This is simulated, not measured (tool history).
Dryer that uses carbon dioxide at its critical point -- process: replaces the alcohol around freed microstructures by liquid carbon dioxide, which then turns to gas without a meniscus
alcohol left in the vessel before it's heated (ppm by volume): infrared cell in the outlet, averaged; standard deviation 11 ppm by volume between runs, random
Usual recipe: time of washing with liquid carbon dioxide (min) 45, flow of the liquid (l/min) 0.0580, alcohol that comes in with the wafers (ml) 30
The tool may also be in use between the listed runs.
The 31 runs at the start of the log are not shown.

run	hour	time of washing with liquid carbon dioxide (min)	flow of the liquid (l/min)	alcohol that comes in with the wafers (ml)	hours of work since the filter was changed	hours of work since the purifier's bed was changed	alcohol left in the vessel before it's heated (ppm by volume)
32	403.4	44	0.0469	30	372	315	2414
33	412.1	31	0.0398	30	379	322	8740
34	424.2	31	0.0398	30	388	331	8869
35	432.3	31	0.0398	30	394	337	8595
36	447.2	33	0.0938	25	405	348	503
37	456.8	33	0.0938	25	413	356	505
38	467.6	52	0.0769	48	421	364	274
39	480.3	45	0.0593	30	431	374	1035
40	495.4	45	0.0593	30	442	385	1131
41	512.9	45	0.0568	57	455	398	2370
42	523.6	45	0.0558	57	464	407	2598

Expected results for the next run?
43	537.8	45	0.0888	63	474	417	?

alcohol left in the vessel before it's heated (ppm by volume): 385
The same run, on a tool lacking any hidden state, would have yielded alcohol left in the vessel before it's heated (ppm by volume) 144.

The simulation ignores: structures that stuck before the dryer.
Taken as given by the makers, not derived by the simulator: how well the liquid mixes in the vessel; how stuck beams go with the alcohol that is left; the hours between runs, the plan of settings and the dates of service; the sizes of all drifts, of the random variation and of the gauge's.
